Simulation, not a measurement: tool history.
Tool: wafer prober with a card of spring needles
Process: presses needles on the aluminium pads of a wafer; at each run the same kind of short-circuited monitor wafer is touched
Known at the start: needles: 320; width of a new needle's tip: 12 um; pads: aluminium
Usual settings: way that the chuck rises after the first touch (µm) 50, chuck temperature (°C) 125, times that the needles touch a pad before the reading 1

run   hour  way that the chuck rises after the first touch (µm)  chuck temperature (°C)  times that the needles touch a pad before the reading  resistance of one needle with its contact and lead (mohm)  way that a needle slides on the pad (µm)
  1    0.0                                                   50                     125                                                      1                                                        665                                      6.00
       8.5  -- tips cleaned on abrasive film
  2   16.7                                                   50                     125                                                      1                                                        626                                      5.96
      25.8  -- tips cleaned on abrasive film
  3   39.2                                                   50                     125                                                      1                                                        711                                      5.89
      44.0  -- tips cleaned on abrasive film
  4   58.1                                                   50                     125                                                      1                                                        729                                      5.81
      62.0  -- tips cleaned on abrasive film
  5   75.5                                                   50                     125                                                      1                                                        705                                      5.92
      80.9  -- tips cleaned on abrasive film
  6   97.1                                                   50                     125                                                      1                                                        747                                      5.92
      99.1  -- tips cleaned on abrasive film
  7  111.1                                                   50                     125                                                      1                                                        700                                      5.82
     117.7  -- tips cleaned on abrasive film
  8  130.6                                                   50                     125                                                      2                                                        541                                      5.91
     136.0  -- tips cleaned on abrasive film
  9  152.4                                                   50                     125                                                      2                                                        568                                      5.90
     154.7  -- tips cleaned on abrasive film
     172.1  -- tips cleaned on abrasive film
 10  172.8                                                   50                     125                                                      1                                                        364                                      5.75
     190.4  -- tips cleaned on abrasive film
 11  198.1                                                   50                     125                                                      1                                                        648                                      5.85
     209.0  -- tips cleaned on abrasive film
 12  216.7                                                   50                     125                                                      1                                                        619                                      5.79
     226.8  -- tips cleaned on abrasive film
 13  233.6                                                   50                     125                                                      1                                                        600                                      5.86
     245.3  -- tips cleaned on abrasive film
 14  258.3                                                   50                     125                                                      1                                                        756                                      5.85
     264.2  -- tips cleaned on abrasive film
     283.1  -- tips cleaned on abrasive film
 15  285.2                                                   50                     125                                                      1                                                        442                                      5.79
 16  299.4                                                   50                     125                                                      2                                                        589                                      5.77
     300.6  -- tips cleaned on abrasive film
     319.8  -- tips cleaned on abrasive film
 17  321.2                                                   50                     125                                                      2                                                        358                                      5.76
 18  336.0                                                   57                     125                                                      2                                                        527                                      6.70
     337.7  -- tips cleaned on abrasive film
     340.4  -- height of the first contact set anew
     356.3  -- tips cleaned on abrasive film
 19  359.7                                                   50                      70                                                      2                                                        405                                      5.73
     374.7  -- tips cleaned on abrasive film
 20  374.7                                                   50                      70                                                      2                                                        299                                      5.64
 21  387.5                                                   50                      52                                                      1                                                        814                                      5.69
     393.0  -- tips cleaned on abrasive film
     411.4  -- tips cleaned on abrasive film
 22  411.5                                                   54                      52                                                      1                                                        286                                      6.17
     428.8  -- tips cleaned on abrasive film
 23  429.6                                                   47                     125                                                      1                                                        398                                      5.34
     446.5  -- tips cleaned on abrasive film
 24  449.0                                                   48                      54                                                      3                                                        332                                      5.35
 25  461.5                                                   33                      63                                                      3                                                        775                                      3.54
     463.9  -- tips cleaned on abrasive film
     472.9  -- height of the first contact set anew, once more
 26  480.1                                                   52                      43                                                      3                                                        431                                      6.22
     481.7  -- tips cleaned on abrasive film
     500.3  -- tips cleaned on abrasive film
 27  507.0                                                   52                      51                                                      2                                                        456                                      6.24
     518.4  -- tips cleaned on abrasive film
 28  523.9                                                   33                      58                                                      2                                                        750                                      3.89
     536.6  -- tips cleaned on abrasive film
 29  549.5                                                   59                      99                                                      2                                                        470                                      7.18
     555.9  -- tips cleaned on abrasive film
 30  562.9                                                   53                      86                                                      2                                                        473                                      6.38
     574.1  -- tips cleaned on abrasive film
 31  577.0                                                   53                      86                                                      2                                                        358                                      6.35

Hidden state or all else? Some run-to-run changes of resistance of one needle with its contact and lead (mohm), split into what the settings, what came in and random variation would give without the hidden state, and what is left for the hidden state (with any gauge scatter that isn't in both results):
The hidden state here: debris on the tips, nm; way that the needles fall short of the set height, um; tips' diameter, um; drift of the gauge itself on contact_mohm, %; drift of the gauge itself on scrub_um, %.
Run 20 -> 21: chuck temperature (°C) 70 -> 52, times that the needles touch a pad before the reading 2 -> 1. resistance of one needle with its contact and lead (mohm) +515: hidden state +526, all else -11.
Run 21 -> 22: way that the chuck rises after the first touch (µm) 50 -> 54, tips cleaned on abrasive film, tips cleaned on abrasive film. resistance of one needle with its contact and lead (mohm) -528: hidden state -528, all else +0.
Run 24 -> 25: way that the chuck rises after the first touch (µm) 48 -> 33, chuck temperature (°C) 54 -> 63. resistance of one needle with its contact and lead (mohm) +443: hidden state +427, all else +16.
